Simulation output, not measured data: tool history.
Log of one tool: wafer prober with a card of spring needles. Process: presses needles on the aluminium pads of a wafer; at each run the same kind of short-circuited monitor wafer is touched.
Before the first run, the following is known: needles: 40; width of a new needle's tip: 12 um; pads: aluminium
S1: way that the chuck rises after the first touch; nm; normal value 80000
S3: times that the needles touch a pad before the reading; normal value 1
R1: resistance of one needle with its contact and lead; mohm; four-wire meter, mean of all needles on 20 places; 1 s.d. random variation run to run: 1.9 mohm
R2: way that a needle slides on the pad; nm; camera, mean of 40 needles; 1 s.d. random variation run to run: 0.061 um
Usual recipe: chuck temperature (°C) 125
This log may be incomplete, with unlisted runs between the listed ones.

Run 1, hour 0: usual settings. Result: R1 237 mohm, R2 11080 nm.
At hour 1.8: tips cleaned on abrasive film.
At hour 8.7: tips cleaned on abrasive film.
At hour 17.4: tips cleaned on abrasive film.
At hour 24.3: tips cleaned on abrasive film.
Run 2, hour 28.5: usual settings but S3 3. Result: R1 218 mohm, R2 11020 nm.
At hour 32: tips cleaned on abrasive film.
At hour 38.9: tips cleaned on abrasive film.
At hour 45.8: tips cleaned on abrasive film.
Run 3, hour 50.4: usual settings but S3 2. Result: R1 229 mohm, R2 11040 nm.
At hour 53.9: tips cleaned on abrasive film.
At hour 60.8: tips cleaned on abrasive film.
At hour 67.7: tips cleaned on abrasive film.
At hour 76.4: tips cleaned on abrasive film.
Run 4, hour 79.4: usual settings. Result: R1 228 mohm, R2 10970 nm.
At hour 84.6: tips cleaned on abrasive film.
At hour 93.3: tips cleaned on abrasive film.
At hour 100.2: tips cleaned on abrasive film.
Run 5, hour 104.5: usual settings. Result: R1 241 mohm, R2 10850 nm.
At hour 108: tips cleaned on abrasive film.
At hour 114.9: tips cleaned on abrasive film.
At hour 121.8: tips cleaned on abrasive film.
At hour 130: tips cleaned on abrasive film.
Run 6, hour 130: usual settings. Result: R1 212 mohm, R2 10800 nm.
At hour 138.6: tips cleaned on abrasive film.
At hour 145.5: tips cleaned on abrasive film.
Run 7, hour 149: usual settings. Result: R1 233 mohm, R2 10810 nm.
At hour 152.5: tips cleaned on abrasive film.
At hour 159.4: tips cleaned on abrasive film.
At hour 166.7: tips cleaned on abrasive film.
Run 8, hour 166.7: usual settings. Result: R1 209 mohm, R2 10880 nm.
At hour 173.6: tips cleaned on abrasive film.
At hour 180.6: tips cleaned on abrasive film.
Run 9, hour 184.4: usual settings. Result: R1 239 mohm, R2 10750 nm.
At hour 187.9: tips cleaned on abrasive film.
At hour 194.8: tips cleaned on abrasive film.
At hour 201.8: tips cleaned on abrasive film.
At hour 205.5: height of the first contact set anew.
Run 10, hour 205.6: usual settings. Result: R1 231 mohm, R2 11300 nm.
At hour 209.1: tips cleaned on abrasive film.
At hour 216: tips cleaned on abrasive film.
At hour 223: tips cleaned on abrasive film.
At hour 229.9: tips cleaned on abrasive film.
At hour 238.5: tips cleaned on abrasive film.
Run 11, hour 242.1: usual settings but chuck temperature (°C) 32. Result: R1 225 mohm, R2 11150 nm.
At hour 245.6: tips cleaned on abrasive film.
At hour 254.2: tips cleaned on abrasive film.
At hour 262.8: tips cleaned on abrasive film.
Run 12, hour 268.2: usual settings but chuck temperature (°C) 32. Result: R1 234 mohm, R2 11120 nm.
At hour 270: tips cleaned on abrasive film.
At hour 276.9: tips cleaned on abrasive film.
At hour 283.8: tips cleaned on abrasive film.
At hour 290.7: tips cleaned on abrasive film.
Run 13, hour 292.6: usual settings but chuck temperature (°C) 32. Result: R1 208 mohm, R2 11100 nm.
At hour 297.8: tips cleaned on abrasive film.
At hour 306.4: tips cleaned on abrasive film.
Run 14, hour 311.2: usual settings but S1 98000 nm, chuck temperature (°C) 47. Result: R1 216 mohm, R2 13630 nm.
At hour 314.7: tips cleaned on abrasive film.
At hour 323.4: tips cleaned on abrasive film.
At hour 332: tips cleaned on abrasive film.
Run 15, hour 332: usual settings but S1 98000 nm, chuck temperature (°C) 47. Result: R1 190 mohm, R2 13540 nm.
At hour 339: tips cleaned on abrasive film.
At hour 345.9: tips cleaned on abrasive film.
At hour 352.8: tips cleaned on abrasive film.
At hour 359.7: tips cleaned on abrasive film.
Run 16, hour 362.5: usual settings but S1 98000 nm, chuck temperature (°C) 47. Result: R1 210 mohm, R2 13540 nm.
At hour 367.7: tips cleaned on abrasive film.
At hour 376.3: tips cleaned on abrasive film.
At hour 383.2: tips cleaned on abrasive film.
At hour 391.8: tips cleaned on abrasive film.
Run 17, hour 395.7: usual settings but S1 98000 nm, chuck temperature (°C) 46, S3 2. Result: R1 205 mohm, R2 13380 nm.
At hour 399.2: tips cleaned on abrasive film.
At hour 406.1: tips cleaned on abrasive film.
At hour 413: tips cleaned on abrasive film.
Run 18, hour 417.7: usual settings but S1 70000 nm. Result: R1 263 mohm, R2 9510 nm.
At hour 421.2: tips cleaned on abrasive film.
At hour 428.1: tips cleaned on abrasive film.
At hour 436.7: tips cleaned on abrasive film.
At hour 445.4: tips cleaned on abrasive film.
At hour 454: tips cleaned on abrasive film.
Run 19, hour 454.5: usual settings but S1 70000 nm, chuck temperature (°C) 31. Result: R1 202 mohm, R2 9370 nm.
At hour 461.4: tips cleaned on abrasive film.
At hour 468.4: tips cleaned on abrasive film.
At hour 477: tips cleaned on abrasive film.
At hour 483.9: tips cleaned on abrasive film.
Run 20, hour 487.8: usual settings but S1 64000 nm, chuck temperature (°C) 107, S3 2. Result: R1 241 mohm, R2 8510 nm.
At hour 491.3: tips cleaned on abrasive film.
At hour 498.2: tips cleaned on abrasive film.
At hour 505.1: tips cleaned on abrasive film.
Run 21, hour 508.2: usual settings but chuck temperature (°C) 51. Result: R1 221 mohm, R2 10700 nm.
At hour 513.4: tips cleaned on abrasive film.
At hour 520.3: tips cleaned on abrasive film.
At hour 527.2: tips cleaned on abrasive film.
Run 22, hour 532.8: usual settings but S1 93000 nm, chuck temperature (°C) 120. Result: R1 241 mohm, R2 12490 nm.
At hour 534.6: tips cleaned on abrasive film.
At hour 546.6: card fitted with new needles.
At hour 553.6: tips cleaned on abrasive film.
At hour 562.1: tips cleaned on abrasive film.
At hour 570.7: tips cleaned on abrasive film.
At hour 577.6: tips cleaned on abrasive film.
Run 23, hour 578.5: usual settings but S1 71000 nm, S3 2. Result: R1 210 mohm, R2 9960 nm.
At hour 585.4: tips cleaned on abrasive film.
At hour 594: tips cleaned on abrasive film.
Run 24, hour 600.5: usual settings but S1 69000 nm. Result: R1 247 mohm, R2 9680 nm.
At hour 602.3: tips cleaned on abrasive film.
At hour 609.2: tips cleaned on abrasive film.
At hour 616.1: tips cleaned on abrasive film.
At hour 623: tips cleaned on abrasive film.
Run 25, hour 623.7: usual settings but S1 71000 nm, chuck temperature (°C) 44. Result: R1 199 mohm, R2 9910 nm.

Predict each of these 5 candidate next runs independently; none follows another, all start after run 25:
At hour 630.6: tips cleaned on abrasive film.
At hour 637.5: tips cleaned on abrasive film.
At hour 644.4: tips cleaned on abrasive film.
At hour 651.3: tips cleaned on abrasive film.
At hour 660: tips cleaned on abrasive film.
Run A, hour 663.8: usual settings but S1 94000 nm, S3 3. Result: R1 ?, R2 ?.
At hour 630.6: tips cleaned on abrasive film.
At hour 637.5: tips cleaned on abrasive film.
At hour 644.4: tips cleaned on abrasive film.
At hour 651.3: tips cleaned on abrasive film.
At hour 660: tips cleaned on abrasive film.
Run B, hour 663.8: usual settings but chuck temperature (°C) 69. Result: R1 ?, R2 ?.
At hour 630.6: tips cleaned on abrasive film.
At hour 637.5: tips cleaned on abrasive film.
At hour 644.4: tips cleaned on abrasive film.
At hour 651.3: tips cleaned on abrasive film.
At hour 660: tips cleaned on abrasive film.
Run C, hour 663.8: usual settings but S1 94000 nm, chuck temperature (°C) 44. Result: R1 ?, R2 ?.
At hour 630.6: tips cleaned on abrasive film.
At hour 637.5: tips cleaned on abrasive film.
At hour 644.4: tips cleaned on abrasive film.
At hour 651.3: tips cleaned on abrasive film.
At hour 660: tips cleaned on abrasive film.
Run D, hour 663.8: usual settings but S1 71000 nm, chuck temperature (°C) 100, S3 2. Result: R1 ?, R2 ?.
At hour 630.6: tips cleaned on abrasive film.
At hour 637.5: tips cleaned on abrasive film.
At hour 644.4: tips cleaned on abrasive film.
At hour 651.3: tips cleaned on abrasive film.
At hour 660: tips cleaned on abrasive film.
Run E, hour 663.8: usual settings but chuck temperature (°C) 108. Result: R1 ?, R2 ?.

run   R1     R2
  A  210  13010
  B  219  11040
  C  210  13010
  D  215   9790
  E  222  11030
Without the tool's unlogged condition, the same runs would have read:
run   R1     R2
  A  203  13200
  B  193  11220
  C  188  13200
  D  197   9980
  E  198  11210

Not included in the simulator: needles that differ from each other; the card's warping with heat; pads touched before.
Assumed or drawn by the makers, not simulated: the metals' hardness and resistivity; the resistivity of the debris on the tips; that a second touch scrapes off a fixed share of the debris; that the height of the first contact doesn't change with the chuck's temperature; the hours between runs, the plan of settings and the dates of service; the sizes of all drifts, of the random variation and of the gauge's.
